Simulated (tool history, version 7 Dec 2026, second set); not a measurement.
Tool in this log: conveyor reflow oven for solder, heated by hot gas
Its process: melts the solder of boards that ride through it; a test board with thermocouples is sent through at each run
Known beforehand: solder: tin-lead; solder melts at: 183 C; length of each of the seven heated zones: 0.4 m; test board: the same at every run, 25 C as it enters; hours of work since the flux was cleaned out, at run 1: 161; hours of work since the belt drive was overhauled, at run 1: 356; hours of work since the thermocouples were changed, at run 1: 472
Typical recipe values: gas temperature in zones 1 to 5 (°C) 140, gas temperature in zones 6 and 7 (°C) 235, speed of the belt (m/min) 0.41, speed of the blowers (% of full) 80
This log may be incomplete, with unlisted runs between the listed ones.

| run | hour | gas temperature in zones 1 to 5 (°C) | gas temperature in zones 6 and 7 (°C) | speed of the belt (m/min) | speed of the blowers (% of full) | hours of work since the flux was cleaned out | hours of work since the belt drive was overhauled | hours of work since the thermocouples were changed | highest temperature of the board (°C) | time above the solder's melting point (s) |
|---|---|---|---|---|---|---|---|---|---|---|
| 1 | 0 | 140 | 235 | 0.41 | 80 | 161 | 356 | 472 | 221.3 | 94 |
| 2 | 22 | 140 | 235 | 0.41 | 80 | 172 | 367 | 483 | 221.2 | 93.8 |
| 3 | 38.7 | 140 | 235 | 0.41 | 80 | 181 | 376 | 492 | 221.3 | 93.5 |
| 4 | 54.8 | 140 | 235 | 0.41 | 80 | 189 | 384 | 500 | 221.4 | 93.5 |
| 5 | 87.7 | 140 | 235 | 0.435 | 80 | 206 | 401 | 517 | 219.3 | 85.6 |
| 6 | 111.3 | 140 | 235 | 0.41 | 80 | 218 | 413 | 529 | 221 | 93.1 |
| 7 | 128.6 | 140 | 235 | 0.41 | 80 | 227 | 422 | 538 | 220.9 | 93.1 |
| 8 | 148.3 | 140 | 235 | 0.41 | 80 | 237 | 432 | 548 | 221.1 | 93.3 |
| 9 | 179.7 | 140 | 235 | 0.41 | 80 | 253 | 448 | 564 | 220.8 | 93 |
|  | 187.5 | flux residue cleaned out of gas plates and filters |
| 10 | 215.7 | 140 | 235 | 0.465 | 80 | 14 | 464 | 580 | 215.6 | 75.4 |
| 11 | 240.2 | 140 | 235 | 0.477 | 80 | 27 | 477 | 593 | 214.6 | 72 |
| 12 | 263.9 | 140 | 235 | 0.477 | 80 | 39 | 489 | 605 | 214.4 | 71.9 |
|  | 289.6 | flux residue cleaned out of gas plates and filters, once more |
| 13 | 297.2 | 140 | 235 | 0.477 | 80 | 4 | 504 | 619 | 218.2 | 77.2 |
| 14 | 318.9 | 140 | 235 | 0.41 | 80 | 15 | 515 | 630 | 222.7 | 95.7 |
| 15 | 333.8 | 148 | 245 | 0.427 | 53 | 23 | 522 | 638 | 222.8 | 94.4 |
| 16 | 360.1 | 148 | 245 | 0.427 | 53 | 36 | 536 | 652 | 222.6 | 94.1 |
| 17 | 394.2 | 155 | 234 | 0.472 | 85 | 54 | 553 | 669 | 221.5 | 89.2 |
| 18 | 424.7 | 132 | 238 | 0.366 | 56 | 69 | 569 | 685 | 220.1 | 98.6 |
| 19 | 449.4 | 132 | 238 | 0.366 | 56 | 82 | 582 | 697 | 220.1 | 98.5 |
| 20 | 481.4 | 141 | 245 | 0.387 | 75 | 99 | 598 | 714 | 232.2 | 110.1 |
| 21 | 506.6 | 141 | 245 | 0.387 | 75 | 111 | 611 | 727 | 231.6 | 110 |
| 22 | 526 | 141 | 245 | 0.387 | 75 | 121 | 621 | 737 | 231.7 | 110.1 |
| 23 | 541 | 141 | 245 | 0.385 | 75 | 129 | 629 | 744 | 231.8 | 110.7 |
|  | 545.4 | thermocouples of zones 6 and 7 changed |
| 24 | 575.7 | 140 | 235 | 0.41 | 62 | 146 | 646 | 16 | 215.5 | 85.9 |
| 25 | 599.6 | 140 | 231 | 0.41 | 53 | 158 | 658 | 28 | 208.7 | 75.2 |
| 26 | 613.7 | 140 | 235 | 0.337 | 82 | 165 | 665 | 35 | 226.1 | 121.4 |
| 27 | 640.1 | 140 | 235 | 0.41 | 58 | 179 | 679 | 49 | 213.8 | 83.5 |

Predict each of these 5 candidate next runs independently; none follows another, all start after run 27:
| A | 654 | 140 | 235 | 0.41 | 57 | 186 | 686 | 56 | ? | ? |
| B | 654 | 140 | 235 | 0.41 | 60 | 186 | 686 | 56 | ? | ? |
| C | 654 | 135 | 235 | 0.357 | 70 | 186 | 686 | 56 | ? | ? |
| D | 654 | 128 | 235 | 0.387 | 80 | 186 | 686 | 56 | ? | ? |
| E | 654 | 141 | 235 | 0.41 | 58 | 186 | 686 | 56 | ? | ? |

| run | highest temperature of the board (°C) | time above the solder's melting point (s) |
|---|---|---|
| A | 213.5 | 82.4 |
| B | 214.7 | 84.9 |
| C | 221.2 | 105.4 |
| D | 220.2 | 92.6 |
| E | 214.2 | 84 |
Without the tool's hidden state the same runs would have given:
| run | highest temperature of the board (°C) | time above the solder's melting point (s) |
|---|---|---|
| A | 214.4 | 83.6 |
| B | 215.7 | 86.1 |
| C | 222.1 | 106.3 |
| D | 221.3 | 93.9 |
| E | 215.1 | 85.2 |

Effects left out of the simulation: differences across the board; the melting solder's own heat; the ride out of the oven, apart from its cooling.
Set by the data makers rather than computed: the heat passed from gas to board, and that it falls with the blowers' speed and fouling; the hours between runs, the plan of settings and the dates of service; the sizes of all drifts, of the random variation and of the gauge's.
